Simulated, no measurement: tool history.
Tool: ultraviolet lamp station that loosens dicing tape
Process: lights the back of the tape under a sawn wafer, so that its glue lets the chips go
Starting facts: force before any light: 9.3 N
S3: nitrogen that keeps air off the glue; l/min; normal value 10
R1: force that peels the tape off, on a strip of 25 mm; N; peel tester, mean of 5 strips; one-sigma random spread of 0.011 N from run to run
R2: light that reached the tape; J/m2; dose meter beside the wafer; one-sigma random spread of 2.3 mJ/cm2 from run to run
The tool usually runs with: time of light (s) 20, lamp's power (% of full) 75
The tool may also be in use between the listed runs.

{"run": 1, "hour": 0.0, "time of light (s)": 20, "lamp's power (% of full)": 75, "S3": 10, "R1": 0.55, "R2": 1990}
{"run": 2, "hour": 7.4, "time of light (s)": 20, "lamp's power (% of full)": 75, "S3": 10, "R1": 0.55, "R2": 2010}
{"run": 3, "hour": 21.0, "time of light (s)": 20, "lamp's power (% of full)": 75, "S3": 14, "R1": 0.46, "R2": 2010}
{"run": 4, "hour": 30.2, "time of light (s)": 20, "lamp's power (% of full)": 75, "S3": 14, "R1": 0.466, "R2": 1990}
{"run": 5, "hour": 37.3, "time of light (s)": 20, "lamp's power (% of full)": 75, "S3": 10, "R1": 0.573, "R2": 2020}
{"run": 6, "hour": 46.3, "time of light (s)": 20, "lamp's power (% of full)": 75, "S3": 10, "R1": 0.567, "R2": 1980}
{"run": 7, "hour": 56.4, "time of light (s)": 11, "lamp's power (% of full)": 75, "S3": 10, "R1": 1.926, "R2": 1080}
{"run": 8, "hour": 68.2, "time of light (s)": 20, "lamp's power (% of full)": 75, "S3": 15, "R1": 0.455, "R2": 1970}
{"run": 9, "hour": 75.0, "time of light (s)": 20, "lamp's power (% of full)": 75, "S3": 15, "R1": 0.455, "R2": 1990}
{"run": 10, "hour": 83.0, "time of light (s)": 20, "lamp's power (% of full)": 75, "S3": 15, "R1": 0.441, "R2": 1960}
{"run": 11, "hour": 91.2, "time of light (s)": 20, "lamp's power (% of full)": 90, "S3": 10, "R1": 0.34, "R2": 2370}
{"run": 12, "hour": 104.0, "time of light (s)": 20, "lamp's power (% of full)": 90, "S3": 10, "R1": 0.352, "R2": 2340}
{"run": 13, "hour": 112.5, "time of light (s)": 20, "lamp's power (% of full)": 75, "S3": 10, "R1": 0.575, "R2": 1960}
{"run": 14, "hour": 126.4, "time of light (s)": 20, "lamp's power (% of full)": 75, "S3": 10, "R1": 0.56, "R2": 2000}
{"run": 15, "hour": 136.0, "time of light (s)": 20, "lamp's power (% of full)": 75, "S3": 10, "R1": 0.565, "R2": 1940}
{"run": 16, "hour": 145.4, "time of light (s)": 11, "lamp's power (% of full)": 75, "S3": 10, "R1": 1.958, "R2": 1070}
{"run": 17, "hour": 159.3, "time of light (s)": 11, "lamp's power (% of full)": 75, "S3": 10, "R1": 1.946, "R2": 1110}
{"run": 18, "hour": 172.3, "time of light (s)": 11, "lamp's power (% of full)": 75, "S3": 10, "R1": 2.042, "R2": 1040}
{"run": 19, "hour": 185.3, "time of light (s)": 11, "lamp's power (% of full)": 75, "S3": 10, "R1": 1.994, "R2": 1050}
{"run": 20, "hour": 195.5, "time of light (s)": 11, "lamp's power (% of full)": 75, "S3": 10, "R1": 2.016, "R2": 1060}
{"run": 21, "hour": 208.4, "time of light (s)": 11, "lamp's power (% of full)": 61, "S3": 10, "R1": 2.579, "R2": 900}
{"run": 22, "hour": 214.6, "time of light (s)": 14, "lamp's power (% of full)": 91, "S3": 10, "R1": 0.877, "R2": 1660}
{"run": 23, "hour": 221.3, "time of light (s)": 14, "lamp's power (% of full)": 63, "S3": 10, "R1": 1.785, "R2": 1150}
{"run": 24, "hour": 228.5, "time of light (s)": 18, "lamp's power (% of full)": 63, "S3": 14, "R1": 0.969, "R2": 1490}
{"run": 25, "hour": 236.4, "time of light (s)": 13, "lamp's power (% of full)": 73, "S3": 18, "R1": 1.308, "R2": 1200}
{"run": 26, "hour": 249.0, "time of light (s)": 32, "lamp's power (% of full)": 95, "S3": 4, "R1": 0.155, "R2": 3900}
{"run": 27, "hour": 254.7, "time of light (s)": 11, "lamp's power (% of full)": 92, "S3": 10, "R1": 1.436, "R2": 1340}
{"run": 28, "hour": 262.3, "time of light (s)": 29, "lamp's power (% of full)": 77, "S3": 10, "R1": 0.189, "R2": 2900}
{"run": 29, "hour": 269.9, "time of light (s)": 20, "lamp's power (% of full)": 84, "S3": 10, "R1": 0.451, "R2": 2160}
{"run": 30, "hour": 277.1, "time of light (s)": 33, "lamp's power (% of full)": 83, "S3": 12, "R1": 0.102, "R2": 3530}
{"run": 31, "hour": 286.9, "time of light (s)": 33, "lamp's power (% of full)": 93, "S3": 12, "R1": 0.085, "R2": 3950}
{"run": 32, "hour": 293.5, "time of light (s)": 33, "lamp's power (% of full)": 80, "S3": 12, "R1": 0.099, "R2": 3370}
{"run": 33, "hour": 304.1, "time of light (s)": 33, "lamp's power (% of full)": 80, "S3": 12, "R1": 0.116, "R2": 3370}
{"run": 34, "hour": 315.6, "time of light (s)": 39, "lamp's power (% of full)": 99, "S3": 10, "R1": 0.062, "R2": 4960}
{"run": 35, "hour": 321.7, "time of light (s)": 16, "lamp's power (% of full)": 76, "S3": 10, "R1": 1.005, "R2": 1510}
{"run": 36, "hour": 331.4, "time of light (s)": 16, "lamp's power (% of full)": 76, "S3": 10, "R1": 1.0, "R2": 1530}
{"run": 37, "hour": 344.7, "time of light (s)": 16, "lamp's power (% of full)": 76, "S3": 10, "R1": 1.055, "R2": 1520}

The logged runs with the hidden state left out (each run's random variation unchanged):
Hidden state at play: lamp's light, % of a new lamp's; light that the window lets through, % of a clean one's; drift of the gauge itself on peel_n, %; drift of the gauge itself on dose_mj_cm2, %.
run=1 R1=0.494 R2=2070
run=2 R1=0.494 R2=2100
run=3 R1=0.408 R2=2090
run=4 R1=0.412 R2=2070
run=5 R1=0.509 R2=2110
run=6 R1=0.503 R2=2070
run=7 R1=1.786 R2=1130
run=8 R1=0.395 R2=2070
run=9 R1=0.394 R2=2090
run=10 R1=0.380 R2=2070
run=11 R1=0.291 R2=2500
run=12 R1=0.300 R2=2470
run=13 R1=0.495 R2=2080
run=14 R1=0.479 R2=2110
run=15 R1=0.482 R2=2060
run=16 R1=1.778 R2=1140
run=17 R1=1.762 R2=1180
run=18 R1=1.844 R2=1120
run=19 R1=1.794 R2=1120
run=20 R1=1.811 R2=1130
run=21 R1=2.357 R2=970
run=22 R1=0.743 R2=1790
run=23 R1=1.581 R2=1230
run=24 R1=0.821 R2=1600
run=25 R1=1.128 R2=1300
run=26 R1=0.124 R2=4210
run=27 R1=1.240 R2=1440
run=28 R1=0.149 R2=3130
run=29 R1=0.361 R2=2340
run=30 R1=0.086 R2=3830
run=31 R1=0.076 R2=4290
run=32 R1=0.080 R2=3670
run=33 R1=0.096 R2=3660
run=34 R1=0.058 R2=5400
run=35 R1=0.827 R2=1650
run=36 R1=0.821 R2=1670
run=37 R1=0.863 R2=1660

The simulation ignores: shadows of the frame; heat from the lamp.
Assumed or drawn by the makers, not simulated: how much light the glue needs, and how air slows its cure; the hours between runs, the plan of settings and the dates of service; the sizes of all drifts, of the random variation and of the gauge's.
